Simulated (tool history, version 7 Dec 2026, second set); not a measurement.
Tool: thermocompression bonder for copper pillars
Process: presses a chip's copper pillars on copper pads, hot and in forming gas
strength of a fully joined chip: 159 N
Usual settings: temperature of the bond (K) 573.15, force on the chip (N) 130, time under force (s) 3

run	hour	temperature of the bond (K)	force on the chip (N)	time under force (s)	force that shears a chip off (N)
1	0.0	573.15	130	3	75.3
2	21.0	573.15	130	3	75.1
3	38.6	573.15	130	3	73.6
4	48.6	573.15	130	3	74.0
5	62.8	573.15	130	3	73.1
6	84.2	591.15	130	3	91.3
7	101.3	573.15	152	3	77.9
8	110.8	573.15	152	2	67.1
9	128.3	573.15	152	2	67.1
10	148.7	573.15	91	2	50.9
11	167.9	573.15	91	2	51.5
12	187.1	573.15	130	3	70.7
13	203.8	573.15	130	3	69.0
14	223.4	573.15	130	3	86.3
15	238.3	573.15	130	3	85.7
16	255.7	573.15	130	3	85.0
17	269.7	573.15	130	3	84.3
18	279.5	573.15	130	3	84.8
19	292.9	573.15	130	3	84.1
20	310.5	573.15	130	3	84.3
21	326.2	573.15	130	3	84.0
22	337.7	573.15	140	3	85.0
23	354.4	573.15	140	3	83.8
24	376.3	577.15	130	5	100.3
25	385.9	577.15	130	5	101.8
26	402.3	573.15	130	6	107.2
27	422.7	573.15	83	6	88.3
28	443.5	573.15	83	6	89.1
29	462.6	546.15	150	2	53.5
30	473.8	560.15	101	2	55.4
31	484.5	577.15	130	2	77.5
32	500.7	577.15	130	2	78.8
33	515.4	566.15	81	3	61.7
34	531.1	561.15	130	3	71.5
35	540.1	561.15	130	3	71.2
36	558.8	573.15	180	5	110.7
37	571.8	548.15	141	5	72.8
38	592.6	548.15	137	5	72.6
39	606.4	548.15	137	5	70.9

Taken out of this log: 3 entries between the listed runs. Where each belongs, and how the hidden state differs across it:
Between runs 11 and 12: heater calibrated with a thermocouple chip (hour 181.0)
  true temperature of the bond over the reading, C: -12.5 -> -14.3; oxide that the forming gas leaves, % of the face: 4.49 -> 4.59
  measured less the result without the state, force that shears a chip off (N): -13.1 -> -18.3
Between runs 13 and 14: heater calibrated with a thermocouple chip, once more (hour 216.1)
  true temperature of the bond over the reading, C: -14.5 -> 0.3; force that reaches the chip, % of what is set: 101.6 -> 101.7; oxide that the forming gas leaves, % of the face: 4.68 -> 4.8
  measured less the result without the state, force that shears a chip off (N): -18.3 -> -2.9
Between runs 25 and 26: forming gas filter changed (hour 395.3)
  true temperature of the bond over the reading, C: -1.4 -> -1.5; force that reaches the chip, % of what is set: 101.9 -> 102; oxide that the forming gas leaves, % of the face: 5.79 -> 0.56
  measured less the result without the state, force that shears a chip off (N): -6.5 -> -1.1
